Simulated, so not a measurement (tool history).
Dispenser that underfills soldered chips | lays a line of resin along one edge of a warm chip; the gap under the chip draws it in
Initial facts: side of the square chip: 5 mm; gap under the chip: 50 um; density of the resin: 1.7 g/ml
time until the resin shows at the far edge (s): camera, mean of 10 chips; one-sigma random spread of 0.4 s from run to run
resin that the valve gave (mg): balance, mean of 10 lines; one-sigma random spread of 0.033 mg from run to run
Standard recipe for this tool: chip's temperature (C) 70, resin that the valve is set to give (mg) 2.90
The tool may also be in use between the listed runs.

run    day  chip's temperature (C)  resin that the valve is set to give (mg)  time until the resin shows at the far edge (s)  resin that the valve gave (mg)
  1  0.000                      70                                      2.90                                            31.2                            2.74
     0.125  -- new syringe of resin
  2  0.154                      70                                      3.04                                            28.2                            2.83
  3  0.396                      70                                      3.07                                            33.1                            2.89
     0.438  -- new syringe of resin
  4  0.604                      70                                      3.07                                            30.5                            2.93
     0.754  -- new syringe of resin
  5  0.879                      70                                      3.07                                            30.4                            2.90
     1.067  -- new syringe of resin
  6  1.146                      58                                      2.90                                            49.8                            2.71
  7  1.262                      70                                      2.90                                            31.5                            2.71
     1.392  -- new syringe of resin
  8  1.488                      56                                      2.90                                            53.5                            2.64
     1.704  -- new syringe of resin
  9  1.746                      56                                      2.90                                            51.9                            2.68
 10  1.946                      56                                      2.90                                            62.2                            2.66
     2.033  -- new syringe of resin
 11  2.125                      56                                      2.90                                            53.8                            2.69
 12  2.242                      56                                      3.46                                            55.8                            3.15
     2.321  -- dispensing valve cleaned and set on the balance
     2.388  -- new syringe of resin
 13  2.504                      70                                      2.90                                            29.4                            2.90
     2.717  -- new syringe of resin
 14  2.767                      70                                      2.90                                            27.7                            2.80
 15  2.892                      70                                      2.90                                            30.1                            2.88
 16  3.004                      70                                      2.90                                            32.7                            2.92
     3.038  -- new syringe of resin
 17  3.146                      70                                      2.90                                            29.1                            2.88
     3.354  -- new syringe of resin
 18  3.354                      70                                      2.90                                            26.7                            2.78
 19  3.612                      70                                      2.90                                            32.2                            2.84
     3.675  -- new syringe of resin
 20  3.817                      70                                      2.90                                            30.7                            2.83
 21  3.938                      70                                      2.90                                            32.0                            2.79
     3.988  -- new syringe of resin
 22  4.150                      70                                      2.90                                            29.8                            2.78
     4.300  -- new syringe of resin
 23  4.421                      67                                      2.71                                            33.6                            2.66
 24  4.575                      72                                      2.71                                            30.5                            2.62
     4.621  -- new syringe of resin
 25  4.821                      57                                      2.60                                            56.8                            2.53
     4.938  -- new syringe of resin
 26  5.038                      57                                      2.60                                            52.8                            2.46
 27  5.188                      61                                      3.07                                            45.2                            2.92
     5.254  -- new syringe of resin
 28  5.392                      55                                      2.98                                            57.7                            2.85
 29  5.512                      80                                      3.31                                            21.2                            3.14

What does the tool deliver on the next run?
     5.571  -- new syringe of resin
 30  5.746                      57                                      3.67                                               ?                               ?

Run 30 came out at time until the resin shows at the far edge (s) 50.6, resin that the valve gave (mg) 3.46.
With the hidden condition absent and the run-to-run variation left alone, this run would have shown time until the resin shows at the far edge (s) 45.7, resin that the valve gave (mg) 3.67.

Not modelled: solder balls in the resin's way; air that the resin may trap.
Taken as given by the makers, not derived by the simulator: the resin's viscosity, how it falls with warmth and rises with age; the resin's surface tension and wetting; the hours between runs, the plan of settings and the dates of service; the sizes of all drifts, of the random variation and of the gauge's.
